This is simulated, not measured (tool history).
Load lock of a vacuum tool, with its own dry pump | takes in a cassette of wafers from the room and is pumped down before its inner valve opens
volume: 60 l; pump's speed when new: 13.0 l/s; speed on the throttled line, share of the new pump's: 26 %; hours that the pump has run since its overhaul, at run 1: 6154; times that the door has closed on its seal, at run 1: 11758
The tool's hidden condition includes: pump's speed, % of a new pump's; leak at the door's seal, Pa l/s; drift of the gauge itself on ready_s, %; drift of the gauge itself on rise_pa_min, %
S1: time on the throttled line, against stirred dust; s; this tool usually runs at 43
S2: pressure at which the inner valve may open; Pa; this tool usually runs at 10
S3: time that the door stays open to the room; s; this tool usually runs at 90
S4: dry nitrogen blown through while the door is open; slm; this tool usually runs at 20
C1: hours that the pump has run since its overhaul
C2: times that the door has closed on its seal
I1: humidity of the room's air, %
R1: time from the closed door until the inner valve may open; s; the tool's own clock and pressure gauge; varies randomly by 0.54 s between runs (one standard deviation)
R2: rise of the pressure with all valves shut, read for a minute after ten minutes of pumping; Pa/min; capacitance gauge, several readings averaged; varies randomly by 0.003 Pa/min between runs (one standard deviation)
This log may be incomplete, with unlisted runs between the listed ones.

run	day	S1	S2	S3	S4	C1	C2	I1	R1	R2
1	0.000	43	10	90	20	6154	11758	44.0	80.5	0.052
2	3.708	43	19	90	20	6243	12118	48.3	77.6	0.060
3	6.242	43	10	90	20	6304	12364	50.0	81.3	0.061
4	10.329	43	10	90	20	6402	12760	46.6	81.7	0.064
5	13.375	43	10	90	20	6475	13056	47.6	81.7	0.056
6	16.879	43	10	90	20	6560	13397	46.4	80.8	0.063
7	19.379	43	10	90	20	6620	13639	40.6	82.3	0.059
8	24.429	43	12	97	20	6741	14130	45.4	81.2	0.061
9	27.825	43	12	97	20	6822	14459	44.2	81.8	0.055
10	30.642	43	17	90	22	6890	14733	44.1	78.5	0.058
11	35.262	43	11	90	22	7001	15181	45.1	82.1	0.055

Below, each run's measurement less what the same run would have read without the hidden state. Both values contain the same run-to-run variation, but the gauge's scatter may not be the same in both:
run	R1	R2
1	+6.6	+0.011
2	+6.0	+0.011
3	+6.7	+0.012
4	+6.9	+0.013
5	+7.0	+0.013
6	+6.9	+0.013
7	+7.1	+0.014
8	+7.0	+0.015
9	+7.1	+0.015
10	+6.8	+0.015
11	+7.4	+0.016

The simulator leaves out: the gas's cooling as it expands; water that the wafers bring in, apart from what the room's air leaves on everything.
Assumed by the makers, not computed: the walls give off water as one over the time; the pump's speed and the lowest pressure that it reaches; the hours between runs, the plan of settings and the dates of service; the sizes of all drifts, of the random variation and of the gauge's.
